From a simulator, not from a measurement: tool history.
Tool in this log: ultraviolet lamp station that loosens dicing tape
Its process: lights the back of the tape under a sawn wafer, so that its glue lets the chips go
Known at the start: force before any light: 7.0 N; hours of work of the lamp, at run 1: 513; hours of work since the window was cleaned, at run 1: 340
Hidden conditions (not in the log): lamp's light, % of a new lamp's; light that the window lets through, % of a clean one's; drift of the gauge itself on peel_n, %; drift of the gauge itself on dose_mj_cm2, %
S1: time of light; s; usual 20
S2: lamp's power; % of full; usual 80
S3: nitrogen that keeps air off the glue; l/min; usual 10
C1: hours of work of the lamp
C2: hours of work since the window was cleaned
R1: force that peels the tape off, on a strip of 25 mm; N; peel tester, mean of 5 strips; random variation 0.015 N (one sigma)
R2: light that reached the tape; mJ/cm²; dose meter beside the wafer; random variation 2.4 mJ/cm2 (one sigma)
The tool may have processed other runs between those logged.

| run | hour | S1 | S2 | S3 | C1 | C2 | R1 | R2 |
|---|---|---|---|---|---|---|---|---|
| 1 | 0 | 20 | 80 | 10 | 513 | 340 | 1.17 | 201 |
| 2 | 25.8 | 20 | 80 | 10 | 531 | 357 | 1.182 | 198 |
| 3 | 47.9 | 30 | 80 | 10 | 546 | 372 | 0.551 | 293 |
| 4 | 78.1 | 20 | 80 | 10 | 567 | 393 | 1.237 | 191 |
| 5 | 104.7 | 20 | 80 | 10 | 585 | 411 | 1.247 | 187 |
|  | 112.6 | window cleaned of glue's vapour |
| 6 | 127.3 | 20 | 80 | 10 | 600 | 10 | 1.098 | 207 |
| 7 | 143 | 20 | 80 | 10 | 610 | 21 | 1.113 | 203 |
| 8 | 162.7 | 20 | 80 | 10 | 624 | 34 | 1.141 | 203 |
| 9 | 196.1 | 20 | 80 | 10 | 647 | 57 | 1.167 | 200 |
|  | 210.1 | lamp changed |
| 10 | 214 | 20 | 80 | 10 | 3 | 69 | 0.762 | 255 |
| 11 | 243.5 | 20 | 80 | 7 | 23 | 89 | 1.045 | 249 |
| 12 | 269.9 | 20 | 80 | 7 | 41 | 107 | 1.025 | 249 |
| 13 | 291.6 | 20 | 80 | 7 | 56 | 122 | 1.003 | 245 |
| 14 | 307.8 | 20 | 80 | 7 | 67 | 133 | 1.023 | 247 |
| 15 | 338.8 | 20 | 80 | 10 | 88 | 154 | 0.826 | 241 |
| 16 | 363.8 | 37 | 80 | 10 | 105 | 171 | 0.196 | 446 |
| 17 | 396.8 | 37 | 80 | 10 | 127 | 193 | 0.203 | 437 |
| 18 | 423.3 | 20 | 85 | 10 | 146 | 211 | 0.768 | 249 |
| 19 | 448.1 | 20 | 71 | 10 | 163 | 228 | 1.107 | 206 |
| 20 | 478.8 | 20 | 71 | 4 | 184 | 249 | 1.903 | 204 |
| 21 | 506.1 | 20 | 71 | 12 | 202 | 268 | 0.961 | 202 |
| 22 | 528.4 | 20 | 80 | 9 | 217 | 283 | 1.017 | 225 |
| 23 | 554.6 | 16 | 69 | 19 | 235 | 301 | 1.235 | 154 |
| 24 | 571.5 | 11 | 71 | 9 | 247 | 313 | 2.796 | 106 |
| 25 | 587.3 | 20 | 66 | 8 | 258 | 323 | 1.526 | 180 |
| 26 | 614.4 | 20 | 66 | 8 | 276 | 342 | 1.525 | 178 |
| 27 | 634.2 | 21 | 69 | 6 | 290 | 355 | 1.673 | 196 |
| 28 | 664.7 | 20 | 68 | 5 | 310 | 376 | 2.029 | 183 |
| 29 | 687.4 | 20 | 68 | 5 | 326 | 392 | 1.962 | 180 |
| 30 | 715.2 | 20 | 68 | 5 | 345 | 411 | 2.16 | 178 |
|  | 722.5 | window cleaned of glue's vapour |
| 31 | 738 | 30 | 78 | 5 | 360 | 11 | 0.745 | 327 |
| 32 | 758.8 | 20 | 80 | 5 | 374 | 25 | 1.543 | 225 |
| 33 | 789.5 | 17 | 92 | 10 | 395 | 46 | 1.019 | 215 |
| 34 | 805.5 | 39 | 73 | 6 | 406 | 57 | 0.445 | 391 |
| 35 | 826.4 | 11 | 77 | 10 | 420 | 71 | 2.409 | 113 |
| 36 | 854.3 | 11 | 77 | 9 | 440 | 90 | 2.535 | 114 |
| 37 | 870.1 | 11 | 77 | 9 | 450 | 101 | 2.53 | 112 |

Forecast run 38:
| 38 | 887 | 11 | 77 | 9 | 462 | 112 | ? | ? |

Run 38 gave R1 2.625 N, R2 114 mJ/cm².
With no hidden state in the tool, this same run would have given R1 2.116 N, R2 139 mJ/cm².
